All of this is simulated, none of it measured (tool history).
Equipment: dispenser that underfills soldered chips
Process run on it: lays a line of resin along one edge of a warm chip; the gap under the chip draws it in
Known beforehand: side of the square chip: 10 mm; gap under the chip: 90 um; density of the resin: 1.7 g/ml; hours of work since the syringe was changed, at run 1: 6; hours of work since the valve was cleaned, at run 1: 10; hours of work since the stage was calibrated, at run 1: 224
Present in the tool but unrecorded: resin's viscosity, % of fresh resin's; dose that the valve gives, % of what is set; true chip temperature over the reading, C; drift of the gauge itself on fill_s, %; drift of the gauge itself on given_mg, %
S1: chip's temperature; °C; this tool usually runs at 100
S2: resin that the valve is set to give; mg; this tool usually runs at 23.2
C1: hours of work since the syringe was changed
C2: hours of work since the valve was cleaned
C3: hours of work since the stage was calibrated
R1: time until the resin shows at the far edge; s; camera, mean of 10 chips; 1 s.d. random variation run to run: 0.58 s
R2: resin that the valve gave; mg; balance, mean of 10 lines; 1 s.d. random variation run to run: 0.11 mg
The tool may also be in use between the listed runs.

run   hour   S1    S2  C1  C2   C3     R1     R2
  1      0  100  23.2   6  10  224   89.4  23.15
       3.7  -- new syringe of resin
  2    4.9  100  23.2   1  13  227   54.5  22.85
  3      9  100  23.2   4  16  230   71.2  22.86
      16.3  -- new syringe of resin
  4   17.1  100  23.2   1  22  235   54.7  22.85
  5   21.6  100  23.2   4  25  238   73.5  22.73
  6   26.1  100  23.2   7  28  241   98.8  22.56
      28.5  -- new syringe of resin
  7   34.4  108  23.2   4  34  247   55.7  22.44
      40.5  -- new syringe of resin
  8   41.3  108  23.2   1  38  252   41.4  22.41
  9   46.6  108  23.2   4  42  256   57.6  22.42
      52.5  -- new syringe of resin
 10   54.2  108  23.2   1  47  261   43.7  22.58
 11   62.8  108  23.2   7  53  267   74.8  22.18
      65.1  -- new syringe of resin
 12     72  105  24.5   5  59  273   65.9  23.41
 13   75.7   91  27.8   7  62  276  143.4  26.48
      77.3  -- new syringe of resin
 14   83.5   93  24.5   4  67  281  104.6   23.2
      89.2  -- new syringe of resin
 15   89.6  107  25.3   0  71  285   40.7  23.98
 16   95.8  107  25.3   5  76  289   60.3  23.78
     101.9  -- new syringe of resin
 17  103.1  107  25.3   1  81  294   45.1  23.62
 18    110  107  25.3   6  86  299   68.3  23.68

Had the tool no unlogged condition, and each run kept its random variation, what would the results have been?
run    R1     R2
  1    50  23.36
  2  48.6  23.11
  3  49.3  23.18
  4  49.6  23.28
  5  50.3  23.21
  6  50.9   23.1
  7  37.2  23.09
  8  37.1  23.14
  9    37  23.22
 10  37.2  23.48
 11  37.2  23.19
 12  41.1  24.59
 13  70.6  27.88
 14  66.1  24.54
 15  37.7  25.45
 16  37.8  25.33
 17  38.5  25.27
 18  37.8  25.43
